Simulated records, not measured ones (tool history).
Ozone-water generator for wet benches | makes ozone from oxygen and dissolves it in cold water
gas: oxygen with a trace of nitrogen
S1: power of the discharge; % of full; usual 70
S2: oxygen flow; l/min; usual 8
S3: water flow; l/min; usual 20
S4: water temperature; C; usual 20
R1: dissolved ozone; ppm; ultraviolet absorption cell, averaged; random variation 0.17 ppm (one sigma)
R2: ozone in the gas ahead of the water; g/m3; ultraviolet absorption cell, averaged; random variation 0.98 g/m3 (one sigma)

Run 1, hour 0: usual settings. Result: R1 22.5 ppm, R2 169.7 g/m3.
Run 2, hour 65.7: usual settings but S3 16 l/min. Result: R1 26 ppm, R2 169 g/m3.
Run 3, hour 171.2: usual settings but S4 25 C. Result: R1 20.3 ppm, R2 168.2 g/m3.
Run 4, hour 251: usual settings but S4 25 C. Result: R1 20.2 ppm, R2 168.1 g/m3.
Run 5, hour 315.7: usual settings but S4 25 C. Result: R1 20.6 ppm, R2 166.8 g/m3.
Run 6, hour 365.7: usual settings but S4 25 C. Result: R1 20.3 ppm, R2 167.8 g/m3.
Run 7, hour 437.1: usual settings but S4 25 C. Result: R1 20.4 ppm, R2 168.6 g/m3.
Run 8, hour 552.4: usual settings but S4 25 C. Result: R1 20.4 ppm, R2 168 g/m3.
Run 9, hour 669.5: usual settings but S4 25 C. Result: R1 20.5 ppm, R2 166.8 g/m3.
Run 10, hour 740.8: usual settings but S4 25 C. Result: R1 20.7 ppm, R2 166.4 g/m3.
Run 11, hour 855.1: usual settings but S4 25 C. Result: R1 20.6 ppm, R2 166.2 g/m3.
Run 12, hour 964: usual settings but S4 25 C. Result: R1 20.5 ppm, R2 165 g/m3.
Run 13, hour 1039.5: usual settings but S4 25 C. Result: R1 20.7 ppm, R2 165.1 g/m3.
Run 14, hour 1093.5: usual settings but S4 25 C. Result: R1 20.3 ppm, R2 167.4 g/m3.
Run 15, hour 1188.4: usual settings but S4 25 C. Result: R1 20.3 ppm, R2 165.8 g/m3.
Run 16, hour 1252.9: usual settings but S4 25 C. Result: R1 20.5 ppm, R2 163.3 g/m3.
Run 17, hour 1352.7: usual settings but S2 9.62 l/min, S4 13 C. Result: R1 24.3 ppm, R2 143.9 g/m3.
At hour 1446.9: gauge calibrated.
Run 18, hour 1452.8: usual settings but S2 4.08 l/min, S4 19 C. Result: R1 25.8 ppm, R2 271.9 g/m3.
Run 19, hour 1567.6: usual settings but S1 79 % of full, S2 4.08 l/min, S4 13 C. Result: R1 29.7 ppm, R2 289.1 g/m3.
Run 20, hour 1688.5: usual settings but S1 94 % of full, S2 4.08 l/min, S3 14 l/min, S4 18 C. Result: R1 42.2 ppm, R2 317.4 g/m3.
Run 21, hour 1774.4: usual settings but S1 44 % of full. Result: R1 17.1 ppm, R2 126.3 g/m3.
Run 22, hour 1884: usual settings but S1 92 % of full, S2 11.2 l/min, S3 16 l/min, S4 16 C. Result: R1 29.5 ppm, R2 156.4 g/m3.
Run 23, hour 1993.6: usual settings but S1 63 % of full, S2 13.49 l/min. Result: R1 17.5 ppm, R2 107.5 g/m3.
Run 24, hour 2065.4: usual settings but S2 5.29 l/min. Result: R1 24.5 ppm, R2 222.9 g/m3.
Run 25, hour 2168.4: usual settings but S2 5.29 l/min, S3 19 l/min, S4 18 C. Result: R1 25.9 ppm, R2 221 g/m3.
Run 26, hour 2242.4: usual settings but S1 45 % of full, S2 5.29 l/min, S3 14 l/min, S4 18 C. Result: R1 25 ppm, R2 168.6 g/m3.
Run 27, hour 2349.3: usual settings but S1 86 % of full, S2 9.35 l/min. Result: R1 24.3 ppm, R2 168.2 g/m3.
Run 28, hour 2433.1: usual settings but S1 86 % of full, S2 9.35 l/min. Result: R1 24.1 ppm, R2 168.9 g/m3.
Run 29, hour 2531.8: usual settings but S2 5.17 l/min. Result: R1 24.5 ppm, R2 224.5 g/m3.
Run 30, hour 2614.3: usual settings but S2 5.17 l/min. Result: R1 24.5 ppm, R2 222.8 g/m3.
Run 31, hour 2686: usual settings but S1 69 % of full, S2 13.09 l/min, S3 17 l/min, S4 27 C. Result: R1 17.6 ppm, R2 114.6 g/m3.
Run 32, hour 2788.2: usual settings but S1 57 % of full, S2 13.09 l/min, S3 32 l/min, S4 27 C. Result: R1 10.8 ppm, R2 103.7 g/m3.

Forecast each of these 3 alternatives for the next run:
Run A, hour 2906.2: usual settings but S1 74 % of full, S2 4.31 l/min, S3 16 l/min. Result: R1 ?, R2 ?.
Run B, hour 2906.2: usual settings but S4 27 C. Result: R1 ?, R2 ?.
Run C, hour 2906.2: usual settings but S1 57 % of full, S2 10.51 l/min, S3 32 l/min, S4 13 C. Result: R1 ?, R2 ?.

run    R1     R2
  A  31.4  263.1
  B  19.7  164.2
  C  14.3  118.7
Without the tool's hidden state the same runs would have given:
run    R1     R2
  A  31.4  271.4
  B  19.7  169.4
  C  14.3  122.5
